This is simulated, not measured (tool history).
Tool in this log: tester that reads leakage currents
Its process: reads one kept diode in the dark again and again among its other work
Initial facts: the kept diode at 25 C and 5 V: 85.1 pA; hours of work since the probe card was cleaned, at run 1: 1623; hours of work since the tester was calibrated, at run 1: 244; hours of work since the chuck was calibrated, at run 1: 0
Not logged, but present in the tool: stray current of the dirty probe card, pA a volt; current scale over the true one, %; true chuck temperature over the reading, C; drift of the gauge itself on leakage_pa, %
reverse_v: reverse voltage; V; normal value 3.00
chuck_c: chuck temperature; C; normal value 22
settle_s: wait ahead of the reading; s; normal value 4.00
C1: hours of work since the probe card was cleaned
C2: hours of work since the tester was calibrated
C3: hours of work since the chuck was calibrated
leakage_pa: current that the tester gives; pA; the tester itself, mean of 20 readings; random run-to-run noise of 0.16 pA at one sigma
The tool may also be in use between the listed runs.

Run 1, day 0.000: usual settings; C1 1623; C2 244; C3 0. Result: leakage_pa 49.11 pA.
Run 2, day 5.558: usual settings; C1 1699; C2 320; C3 76. Result: leakage_pa 49.40 pA.
Run 3, day 8.496: usual settings; C1 1739; C2 360; C3 116. Result: leakage_pa 49.44 pA.
Run 4, day 11.333: usual settings; C1 1778; C2 399; C3 155. Result: leakage_pa 49.24 pA.
Run 5, day 17.429: usual settings; C1 1861; C2 482; C3 238. Result: leakage_pa 49.24 pA.
Run 6, day 22.338: usual settings; C1 1928; C2 549; C3 305. Result: leakage_pa 49.06 pA.
Run 7, day 27.092: usual settings; C1 1993; C2 614; C3 370. Result: leakage_pa 49.19 pA.
Run 8, day 31.838: usual settings; C1 2058; C2 679; C3 435. Result: leakage_pa 49.14 pA.
Run 9, day 36.767: usual settings but reverse_v 7.22 V; C1 2125; C2 747; C3 503. Result: leakage_pa 83.40 pA.
Run 10, day 39.592: usual settings; C1 2164; C2 785; C3 541. Result: leakage_pa 49.02 pA.
Run 11, day 43.621: usual settings; C1 2219; C2 840; C3 597. Result: leakage_pa 49.54 pA.
At day 48.071: probe card cleaned and baked.
Run 12, day 48.071: usual settings; C1 0; C2 899; C3 656. Result: leakage_pa 49.19 pA.
Run 13, day 52.658: usual settings; C1 63; C2 962; C3 718. Result: leakage_pa 49.15 pA.
Run 14, day 56.958: usual settings but reverse_v 5.54 V; C1 122; C2 1021; C3 777. Result: leakage_pa 71.20 pA.
Run 15, day 60.138: usual settings but reverse_v 5.54 V; C1 165; C2 1064; C3 821. Result: leakage_pa 71.36 pA.
Run 16, day 66.054: usual settings but reverse_v 5.54 V; C1 246; C2 1145; C3 902. Result: leakage_pa 71.30 pA.
Run 17, day 70.758: usual settings but chuck_c 36 C; C1 310; C2 1210; C3 966. Result: leakage_pa 148.35 pA.
Run 18, day 76.938: usual settings but settle_s 0.56 s; C1 395; C2 1294; C3 1050. Result: leakage_pa 49.89 pA.
Run 19, day 81.296: usual settings but settle_s 0.56 s; C1 454; C2 1354; C3 1110. Result: leakage_pa 50.09 pA.
Run 20, day 84.954: usual settings; C1 504; C2 1404; C3 1160. Result: leakage_pa 49.37 pA.
Run 21, day 87.888: usual settings but settle_s 1.59 s; C1 545; C2 1444; C3 1200. Result: leakage_pa 49.44 pA.
Run 22, day 91.946: usual settings but settle_s 1.59 s; C1 600; C2 1499; C3 1256. Result: leakage_pa 49.41 pA.
Run 23, day 94.488: usual settings but reverse_v 4.45 V, chuck_c 34 C, settle_s 0.78 s; C1 635; C2 1534; C3 1290. Result: leakage_pa 161.75 pA.
Run 24, day 97.017: usual settings but reverse_v 1.75 V, chuck_c 33 C; C1 669; C2 1569; C3 1325. Result: leakage_pa 85.76 pA.
Run 25, day 99.650: usual settings but reverse_v 6.06 V, chuck_c 42 C, settle_s 2.37 s; C1 705; C2 1605; C3 1361. Result: leakage_pa 350.39 pA.
Run 26, day 103.433: usual settings but reverse_v 5.68 V, chuck_c 39 C, settle_s 7.03 s; C1 757; C2 1657; C3 1413. Result: leakage_pa 271.45 pA.
Run 27, day 107.221: usual settings but reverse_v 11.79 V; C1 809; C2 1708; C3 1465. Result: leakage_pa 112.72 pA.
Run 28, day 109.858: usual settings but reverse_v 3.05 V, chuck_c 29 C, settle_s 1.55 s; C1 845; C2 1744; C3 1501. Result: leakage_pa 87.89 pA.
Run 29, day 113.712: usual settings but reverse_v 15.37 V, chuck_c 24 C, settle_s 1.15 s; C1 898; C2 1797; C3 1553. Result: leakage_pa 156.14 pA.
Run 30, day 118.492: usual settings but reverse_v 1.79 V; C1 963; C2 1863; C3 1619. Result: leakage_pa 36.14 pA.
Run 31, day 123.212: usual settings but reverse_v 17.20 V, settle_s 1.53 s; C1 1028; C2 1927; C3 1683. Result: leakage_pa 141.29 pA.
Run 32, day 126.462: usual settings but reverse_v 2.12 V, chuck_c 35 C, settle_s 1.53 s; C1 1072; C2 1972; C3 1728. Result: leakage_pa 111.89 pA.
Run 33, day 131.467: usual settings but reverse_v 1.04 V, chuck_c 26 C, settle_s 1.14 s; C1 1140; C2 2040; C3 1796. Result: leakage_pa 36.08 pA.
Run 34, day 137.062: usual settings but reverse_v 1.04 V, chuck_c 26 C, settle_s 1.14 s; C1 1217; C2 2116; C3 1873. Result: leakage_pa 36.25 pA.
At day 140.192: chuck's temperature calibrated.
Run 35, day 142.000: usual settings but reverse_v 1.04 V, chuck_c 26 C, settle_s 1.14 s; C1 1283; C2 2183; C3 25. Result: leakage_pa 36.36 pA.
Run 36, day 148.092: usual settings but reverse_v 1.15 V; C1 1367; C2 2266; C3 108. Result: leakage_pa 27.67 pA.
Run 37, day 154.183: usual settings but reverse_v 12.23 V, chuck_c 36 C, settle_s 4.24 s; C1 1450; C2 2349; C3 191. Result: leakage_pa 344.86 pA.
Run 38, day 156.954: usual settings but reverse_v 12.23 V, chuck_c 36 C, settle_s 4.24 s; C1 1488; C2 2387; C3 229. Result: leakage_pa 342.65 pA.
Run 39, day 161.779: usual settings but reverse_v 19.65 V, chuck_c 36 C, settle_s 4.24 s; C1 1554; C2 2453; C3 295. Result: leakage_pa 458.63 pA.
Run 40, day 166.717: usual settings but reverse_v 19.65 V, chuck_c 36 C, settle_s 4.24 s; C1 1621; C2 2521; C3 363. Result: leakage_pa 457.96 pA.

Take each entry between the runs: how does the hidden state at the last listed run before it differ from the hidden state at the first listed run after it?
Logged between run 11 and run 12: probe card cleaned and baked (day 48.071)
  stray current of the dirty probe card, pA a volt: 0.036 -> 0.02
  measured result minus the result with no hidden state, leakage_pa: +0.04 -> -0.02 pA
Logged between run 34 and run 35: chuck's temperature calibrated (day 140.192)
  stray current of the dirty probe card, pA a volt: 0.029 -> 0.03; true chuck temperature over the reading, C: -0.01 -> 0
  measured result minus the result with no hidden state, leakage_pa: -0.02 -> +0.01 pA

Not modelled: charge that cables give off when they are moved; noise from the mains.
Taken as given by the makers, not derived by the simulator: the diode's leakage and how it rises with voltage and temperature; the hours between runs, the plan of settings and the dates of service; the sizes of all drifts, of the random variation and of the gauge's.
